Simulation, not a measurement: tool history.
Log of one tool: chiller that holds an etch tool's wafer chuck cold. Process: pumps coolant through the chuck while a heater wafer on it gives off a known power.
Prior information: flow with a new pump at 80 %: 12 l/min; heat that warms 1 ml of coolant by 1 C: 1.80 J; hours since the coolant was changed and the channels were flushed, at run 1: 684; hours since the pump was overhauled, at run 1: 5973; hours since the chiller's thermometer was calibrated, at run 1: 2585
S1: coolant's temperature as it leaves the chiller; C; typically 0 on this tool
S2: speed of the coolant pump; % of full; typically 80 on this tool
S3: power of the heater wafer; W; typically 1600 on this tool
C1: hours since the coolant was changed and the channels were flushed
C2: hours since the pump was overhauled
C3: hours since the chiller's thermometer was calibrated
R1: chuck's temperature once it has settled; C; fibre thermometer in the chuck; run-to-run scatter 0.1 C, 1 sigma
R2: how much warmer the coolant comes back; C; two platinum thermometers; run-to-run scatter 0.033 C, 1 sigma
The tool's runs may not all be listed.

Run 1, hour 0.0: usual settings; C1 684; C2 5973; C3 2585. Result: R1 12.0 C, R2 4.46 C.
Run 2, hour 134.2: usual settings; C1 818; C2 6107; C3 2719. Result: R1 12.0 C, R2 4.43 C.
Run 3, hour 287.7: usual settings; C1 972; C2 6261; C3 2873. Result: R1 12.1 C, R2 4.52 C.
Run 4, hour 449.3: usual settings but S2 79 % of full; C1 1133; C2 6422; C3 3034. Result: R1 12.1 C, R2 4.58 C.
At hour 607.5: chiller's thermometer calibrated.
Run 5, hour 642.2: usual settings; C1 1325; C2 6614; C3 35. Result: R1 12.0 C, R2 4.50 C.
At hour 750.7: coolant pump overhauled.
Run 6, hour 839.4: usual settings but S2 77 % of full; C1 1517; C2 89; C3 227. Result: R1 12.3 C, R2 4.70 C.
Run 7, hour 991.0: usual settings but S2 72 % of full; C1 1669; C2 240; C3 378. Result: R1 13.2 C, R2 5.08 C.
Run 8, hour 1119.2: usual settings but S1 -5 C; C1 1797; C2 369; C3 507. Result: R1 6.9 C, R2 4.63 C.
Run 9, hour 1262.0: usual settings but S1 -5 C; C1 1940; C2 511; C3 649. Result: R1 7.0 C, R2 4.52 C.
Run 10, hour 1389.0: usual settings but S3 875 W; C1 2067; C2 638; C3 776. Result: R1 6.5 C, R2 2.63 C.
Run 11, hour 1485.1: usual settings but S3 875 W; C1 2163; C2 734; C3 873. Result: R1 6.5 C, R2 2.56 C.
Run 12, hour 1676.8: usual settings but S3 1249 W; C1 2355; C2 926; C3 1064. Result: R1 9.5 C, R2 3.73 C.
Run 13, hour 1768.2: usual settings but S2 73 % of full; C1 2446; C2 1018; C3 1156. Result: R1 13.1 C, R2 5.13 C.
At hour 1892.6: gauge calibrated.
Run 14, hour 1903.1: usual settings; C1 2581; C2 1152; C3 1291. Result: R1 12.0 C, R2 4.50 C.
Run 15, hour 2075.2: usual settings but S3 1200 W; C1 2753; C2 1325; C3 1463. Result: R1 8.9 C, R2 3.33 C.
Run 16, hour 2248.5: usual settings but S3 1200 W; C1 2926; C2 1498; C3 1636. Result: R1 9.0 C, R2 3.34 C.
Run 17, hour 2378.0: usual settings but S3 1200 W; C1 3056; C2 1627; C3 1765. Result: R1 8.9 C, R2 3.41 C.
Run 18, hour 2491.9: usual settings but S1 -2 C; C1 3170; C2 1741; C3 1879. Result: R1 10.0 C, R2 4.50 C.
Run 19, hour 2606.6: usual settings but S1 -8 C, S2 99 % of full, S3 871 W; C1 3284; C2 1856; C3 1994. Result: R1 -2.5 C, R2 2.03 C.
Run 20, hour 2740.6: usual settings but S1 -4 C, S2 99 % of full, S3 1413 W; C1 3418; C2 1990; C3 2128. Result: R1 4.8 C, R2 3.26 C.
Run 21, hour 2924.5: usual settings but S1 -4 C, S2 99 % of full, S3 1413 W; C1 3602; C2 2174; C3 2312. Result: R1 4.9 C, R2 3.26 C.
Run 22, hour 3010.8: usual settings but S1 -9 C, S2 99 % of full, S3 1214 W; C1 3689; C2 2260; C3 2398. Result: R1 -1.2 C, R2 2.75 C.
Run 23, hour 3131.3: usual settings but S1 9 C, S2 74 % of full; C1 3809; C2 2381; C3 2519. Result: R1 21.7 C, R2 5.02 C.
Run 24, hour 3211.1: usual settings but S1 -2 C, S2 65 % of full, S3 879 W; C1 3889; C2 2460; C3 2599. Result: R1 5.9 C, R2 3.23 C.
Run 25, hour 3385.2: usual settings but S1 -2 C, S2 65 % of full, S3 879 W; C1 4063; C2 2635; C3 2773. Result: R1 5.9 C, R2 3.21 C.
Run 26, hour 3533.5: usual settings but S1 -2 C, S2 65 % of full, S3 879 W; C1 4211; C2 2783; C3 2921. Result: R1 5.9 C, R2 3.29 C.
Run 27, hour 3632.7: usual settings but S1 -2 C, S2 65 % of full, S3 879 W; C1 4310; C2 2882; C3 3020. Result: R1 6.0 C, R2 3.25 C.
At hour 3815.5: chiller's thermometer calibrated.
Run 28, hour 3817.5: usual settings but S1 -2 C, S3 1996 W; C1 4494; C2 3066; C3 2. Result: R1 13.3 C, R2 5.79 C.
Run 29, hour 3918.1: usual settings but S1 -2 C, S3 1996 W; C1 4595; C2 3166; C3 103. Result: R1 13.0 C, R2 5.83 C.
Run 30, hour 4076.1: usual settings but S1 -2 C, S3 1286 W; C1 4753; C2 3324; C3 261. Result: R1 7.6 C, R2 3.81 C.
Run 31, hour 4184.1: usual settings but S1 -2 C, S3 1286 W; C1 4861; C2 3432; C3 369. Result: R1 7.8 C, R2 3.77 C.
Run 32, hour 4274.4: usual settings but S1 7 C, S2 96 % of full, S3 1956 W; C1 4951; C2 3523; C3 459. Result: R1 19.8 C, R2 4.75 C.
Run 33, hour 4398.1: usual settings but S1 9 C, S2 66 % of full; C1 5075; C2 3646; C3 583. Result: R1 23.3 C, R2 5.77 C.

How the hidden state differs across the entries between the runs, from the last listed run before each to the first after it:
From run 4 to run 5: chiller's thermometer calibrated (hour 607.5)
  coolant's true temperature over the reading, C: 0.01 -> 0; drift of the gauge itself on warmer_back_c, C: 0.05 -> 0.08
  the result without the hidden state subtracted from the measured one, R2: +0.06 -> +0.09 C
From run 5 to run 6: coolant pump overhauled (hour 750.7)
  flow at a given pump speed, % of a new pump's: 99.8 -> 100; drift of the gauge itself on warmer_back_c, C: 0.08 -> 0.1
  the result without the hidden state subtracted from the measured one, R2: +0.09 -> +0.10 C
From run 13 to run 14: gauge calibrated (hour 1892.6)
  drift of the gauge itself on warmer_back_c, C: 0.21 -> 0
  the result without the hidden state subtracted from the measured one, R2: +0.22 -> +0.01 C
From run 27 to run 28: chiller's thermometer calibrated (hour 3815.5)
  coolant's true temperature over the reading, C: 0.01 -> 0; drift of the gauge itself on warmer_back_c, C: 0.21 -> 0.23
  the result without the hidden state subtracted from the measured one, R2: +0.21 -> +0.23 C
